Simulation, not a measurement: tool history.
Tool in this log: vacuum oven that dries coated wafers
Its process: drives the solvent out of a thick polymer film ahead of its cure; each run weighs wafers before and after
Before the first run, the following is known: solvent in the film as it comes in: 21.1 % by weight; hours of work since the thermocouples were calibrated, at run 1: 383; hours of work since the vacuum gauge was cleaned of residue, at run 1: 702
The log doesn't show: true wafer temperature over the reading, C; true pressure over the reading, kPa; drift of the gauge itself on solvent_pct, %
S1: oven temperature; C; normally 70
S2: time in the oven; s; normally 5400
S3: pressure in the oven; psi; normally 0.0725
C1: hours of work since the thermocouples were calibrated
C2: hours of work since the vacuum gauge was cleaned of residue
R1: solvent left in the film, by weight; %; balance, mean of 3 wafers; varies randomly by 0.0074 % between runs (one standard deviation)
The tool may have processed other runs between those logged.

run	hour	S1	S2	S3	C1	C2	R1
1	0	70	5400	0.0725	383	702	1.17
2	30.3	70	9540	0.0725	401	720	0.439
3	47.3	70	5400	0.0725	412	731	1.17
4	70	70	5400	0.0725	425	744	1.177
5	86.9	70	4320	0.0725	436	755	1.846
6	110.8	70	4320	0.0725	450	769	1.852
7	141.3	70	4320	0.0725	469	788	1.852
8	163.3	70	4320	0.0725	482	801	1.862
9	194.9	70	5400	0.0725	501	820	1.176
10	214.7	70	3060	0.0725	513	832	3.386
11	246.7	70	3060	0.0725	533	852	3.381
12	264.8	56	5400	0.0725	544	863	5.867
13	282.4	83	3360	0.0609	554	873	0.412
14	296.3	83	3360	0.0609	563	882	0.423
15	323	83	3360	0.0609	579	898	0.411
16	348.8	70	4500	0.0725	595	914	1.713
17	373.7	60	3840	0.0408	610	929	5.953
18	404.8	60	3840	0.0426	629	948	5.976
19	425.7	62	5220	0.0725	641	960	3.53
20	455.7	62	5220	0.0725	660	979	3.531

Alternative continuations, all from the tool just after run 20; predict every row:
A	475.9	70	5400	0.069	672	991	?
B	475.9	58	9240	0.2569	672	991	?
C	475.9	70	3300	0.0725	672	991	?

run	R1
A	1.152
B	3.725
C	3
With the hidden condition removed and each run's random variation left untouched, the same runs would have given:
run	R1
A	1.152
B	3.726
C	3.001
